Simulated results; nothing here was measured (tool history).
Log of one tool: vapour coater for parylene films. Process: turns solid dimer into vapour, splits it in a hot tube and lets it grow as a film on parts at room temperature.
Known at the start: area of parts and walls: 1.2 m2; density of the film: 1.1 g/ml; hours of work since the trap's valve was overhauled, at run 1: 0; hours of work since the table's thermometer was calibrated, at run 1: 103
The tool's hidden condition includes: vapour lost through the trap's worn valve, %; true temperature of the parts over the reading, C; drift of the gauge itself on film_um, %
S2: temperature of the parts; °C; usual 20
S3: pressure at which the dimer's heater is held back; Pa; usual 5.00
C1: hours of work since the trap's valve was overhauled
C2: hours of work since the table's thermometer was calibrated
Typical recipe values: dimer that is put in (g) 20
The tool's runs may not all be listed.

Run 1, hour 0.0: usual settings; C1 0; C2 103. Result: thickness of the film (nm) 8800.
Run 2, hour 15.8: usual settings but S3 7.20 Pa; C1 10; C2 114. Result: thickness of the film (nm) 8590.
Run 3, hour 28.2: usual settings but S3 4.72 Pa; C1 18; C2 122. Result: thickness of the film (nm) 8880.
Run 4, hour 41.4: usual settings but S3 4.72 Pa; C1 27; C2 130. Result: thickness of the film (nm) 8850.
Run 5, hour 50.2: usual settings but S3 9.39 Pa; C1 32; C2 136. Result: thickness of the film (nm) 8540.
Run 6, hour 64.8: usual settings but S3 7.82 Pa; C1 42; C2 145. Result: thickness of the film (nm) 8520.
Run 7, hour 73.1: usual settings but S3 7.82 Pa; C1 47; C2 151. Result: thickness of the film (nm) 8590.
Run 8, hour 86.1: usual settings; C1 55; C2 159. Result: thickness of the film (nm) 8800.
Run 9, hour 93.4: usual settings; C1 60; C2 164. Result: thickness of the film (nm) 8690.
Run 10, hour 101.7: usual settings but S3 2.79 Pa; C1 66; C2 169. Result: thickness of the film (nm) 9020.
Run 11, hour 112.6: usual settings but dimer that is put in (g) 17; C1 73; C2 176. Result: thickness of the film (nm) 7480.
Run 12, hour 126.1: usual settings but dimer that is put in (g) 17; C1 81; C2 185. Result: thickness of the film (nm) 7450.
Run 13, hour 135.4: usual settings but dimer that is put in (g) 10, S2 29 °C, S3 8.28 Pa; C1 87; C2 191. Result: thickness of the film (nm) 2970.
Run 14, hour 151.5: usual settings but dimer that is put in (g) 10, S2 29 °C, S3 8.28 Pa; C1 98; C2 201. Result: thickness of the film (nm) 3000.
Run 15, hour 164.2: usual settings but dimer that is put in (g) 26, S2 23 °C, S3 4.34 Pa; C1 106; C2 209. Result: thickness of the film (nm) 10120.
Run 16, hour 174.5: usual settings but dimer that is put in (g) 17, S3 11.87 Pa; C1 112; C2 216. Result: thickness of the film (nm) 7060.
Run 17, hour 185.6: usual settings but dimer that is put in (g) 10, S2 27 °C, S3 4.68 Pa; C1 120; C2 223. Result: thickness of the film (nm) 3330.
Run 18, hour 202.5: usual settings but dimer that is put in (g) 10, S2 27 °C, S3 4.68 Pa; C1 131; C2 234. Result: thickness of the film (nm) 3250.
Run 19, hour 212.4: usual settings but dimer that is put in (g) 19, S2 17 °C, S3 7.92 Pa; C1 137; C2 240. Result: thickness of the film (nm) 9080.
Run 20, hour 223.6: usual settings but dimer that is put in (g) 10, S2 19 °C, S3 5.26 Pa; C1 144; C2 248. Result: thickness of the film (nm) 4480.
Run 21, hour 232.7: usual settings but dimer that is put in (g) 9, S2 13 °C, S3 3.06 Pa; C1 150; C2 253. Result: thickness of the film (nm) 5340.
Run 22, hour 239.7: usual settings but dimer that is put in (g) 9, S2 15 °C, S3 3.06 Pa; C1 154; C2 258. Result: thickness of the film (nm) 4900.
Run 23, hour 252.3: usual settings but dimer that is put in (g) 8, S2 31 °C, S3 4.47 Pa; C1 163; C2 266. Result: thickness of the film (nm) 2240.

Selected run-to-run steps in thickness of the film (nm), each split into two signed amounts: the part the tool would show with no hidden state at all (from settings, incoming material and random variation), and the remainder, which goes to the hidden state together with any gauge scatter not common to the measured and the hidden-state-free results:
Run 14 -> 15: dimer that is put in (g) 10 -> 26, S2 29 -> 23, S3 8.28 -> 4.34. thickness of the film (nm) +7120: hidden state -60, all else +7180.
Run 18 -> 19: dimer that is put in (g) 10 -> 19, S2 27 -> 17, S3 4.68 -> 7.92. thickness of the film (nm) +5830: hidden state -80, all else +5910.

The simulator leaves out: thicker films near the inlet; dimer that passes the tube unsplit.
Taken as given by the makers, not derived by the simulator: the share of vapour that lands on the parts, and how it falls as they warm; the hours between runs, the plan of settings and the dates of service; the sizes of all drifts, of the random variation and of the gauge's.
